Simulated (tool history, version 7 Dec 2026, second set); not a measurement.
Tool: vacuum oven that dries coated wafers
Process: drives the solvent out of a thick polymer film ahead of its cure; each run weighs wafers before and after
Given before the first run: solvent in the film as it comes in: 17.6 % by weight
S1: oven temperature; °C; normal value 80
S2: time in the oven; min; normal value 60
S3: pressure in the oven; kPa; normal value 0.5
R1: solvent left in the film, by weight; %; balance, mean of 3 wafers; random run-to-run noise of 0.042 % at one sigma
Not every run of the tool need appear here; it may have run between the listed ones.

run    hour  S1  S2     S3     R1
  1       0  80  60    0.5   3.28
  2    53.8  80  60    0.5   3.24
  3   111.9  80  60  0.562   3.36
  4   161.6  80  60  1.201   3.63
  5   215.3  80  60  1.201   3.59
  6   256.9  80  60    0.5   3.44
      300.6  -- vacuum gauge cleaned of residue and calibrated
  7   307.6  89  60    0.5   1.05
  8   348.6  94  60    0.5   0.52
  9   375.2  94  60    0.5   0.53
 10   423.6  80  60    0.5   3.32
 11   485.2  80  60    0.5   3.18
 12   525.3  80  60    0.5    3.2
 13   569.9  80  60  1.388   3.66
 14   612.3  80  60  1.388   3.65
 15   656.3  94  60    0.5   0.62
 16   714.7  80  53    0.5   3.79
 17   742.1  66  34    0.5  10.44
 18   795.2  80  60  1.762   3.91
 19   834.1  80  40  0.418   5.32
 20   888.9  74  51  0.861   6.23
 21   941.7  78  60  1.326   4.45
 22     994  78  60  1.326   4.53
 23  1032.9  78  60  1.326   4.54
 24  1072.4  83  31  1.358   6.14
 25  1117.6  77  78  1.257   3.56
     1151.6  -- oven's thermocouples calibrated
 26    1157  77  78  1.257    2.9
 27  1193.1  95  94  0.279   0.14
 28  1244.4  80  36  0.736   5.42
 29  1291.1  80  36  0.736   5.43
 30  1338.2  73  32  0.496   8.16
 31  1400.7  82  32    0.5   5.36
 32  1446.2  82  32    0.5   5.35

4 options for the next run, each taken on its own from the tool as it stands now. Forecast them:
  A  1507  82  32  1.271   ?
  B  1507  80  62    0.5   ?
  C  1507  81  31  0.258   ?
  D  1507  94  60  1.126   ?

run    R1
  A  5.68
  B  2.86
  C  5.77
  D  0.74
Had the tool no hidden state, the same runs would have come out as:
run    R1
  A  5.26
  B  2.47
  C  5.36
  D  0.57
